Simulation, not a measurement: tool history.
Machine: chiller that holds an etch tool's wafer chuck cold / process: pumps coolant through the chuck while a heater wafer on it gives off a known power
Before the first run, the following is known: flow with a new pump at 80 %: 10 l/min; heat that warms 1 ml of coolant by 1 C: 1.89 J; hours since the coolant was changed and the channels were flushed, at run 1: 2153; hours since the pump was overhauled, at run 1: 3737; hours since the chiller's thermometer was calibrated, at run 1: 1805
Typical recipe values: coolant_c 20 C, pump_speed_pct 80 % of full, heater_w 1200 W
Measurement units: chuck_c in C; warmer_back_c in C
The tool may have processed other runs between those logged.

run,hour,coolant_c,pump_speed_pct,heater_w,hours since the coolant was changed and the channels were flushed,hours since the pump was overhauled,hours since the chiller's thermometer was calibrated,chuck_c,warmer_back_c
1,0.0,20,80,1200,2153,3737,1805,29.6,3.82
2,74.5,20,80,1200,2228,3812,1879,29.7,3.78
3,132.7,20,80,1200,2286,3870,1938,29.7,3.82
4,177.4,11,80,1200,2331,3914,1982,20.9,3.85
5,216.9,20,80,1200,2370,3954,2022,29.9,3.86
6,272.4,20,80,1200,2426,4009,2077,29.8,3.81
7,330.4,20,80,789,2484,4067,2135,26.3,2.54
8,388.0,20,80,789,2541,4125,2193,26.4,2.49
9,464.7,20,80,789,2618,4202,2270,26.6,2.55
10,550.4,20,80,789,2704,4287,2355,26.4,2.52
11,610.7,20,80,1200,2764,4348,2416,29.8,3.82
12,674.1,20,80,1200,2827,4411,2479,29.7,3.84
13,766.0,20,80,1200,2919,4503,2571,29.8,3.78
14,835.3,20,61,1200,2988,4572,2640,32.2,5.09
15,879.8,20,61,1200,3033,4617,2685,32.3,5.08
16,919.2,20,61,1200,3072,4656,2724,32.2,4.99
17,984.5,20,61,1200,3138,4721,2789,32.4,5.00
18,1023.1,20,80,1093,3176,4760,2828,28.8,3.50
19,1071.1,20,80,1093,3224,4808,2876,29.0,3.46
20,1155.0,20,80,1093,3308,4892,2960,28.9,3.47
21,1243.8,20,80,1093,3397,4981,3049,29.0,3.44
22,1283.2,22,63,656,3436,5020,3088,28.4,2.63
23,1322.4,22,63,656,3476,5059,3127,28.6,2.68
24,1365.8,22,63,656,3519,5103,3171,28.5,2.68
25,1435.9,22,63,656,3589,5173,3241,28.6,2.67
26,1516.3,15,89,656,3669,5253,3321,19.8,1.90
27,1565.5,18,69,1003,3719,5302,3370,27.5,3.71
28,1609.3,17,81,1019,3762,5346,3414,25.1,3.15
29,1699.8,12,81,881,3853,5437,3505,19.0,2.79
30,1780.8,28,85,709,3934,5518,3586,33.4,2.15
31,1820.2,28,85,709,3973,5557,3625,33.4,2.11

Each row is a separate what-if for the run after 31, all from the same tool condition, not one after another. Results?
A,1877.1,20,96,1200,4030,5614,3682,?,?
B,1877.1,28,70,709,4030,5614,3682,?,?
C,1877.1,12,88,621,4030,5614,3682,?,?

run,chuck_c,warmer_back_c
A,28.2,3.20
B,34.4,2.58
C,16.8,1.71
With the hidden condition removed and each run's random variation left untouched, the same runs would have given:
run,chuck_c,warmer_back_c
A,28.1,3.19
B,34.4,2.57
C,16.8,1.71
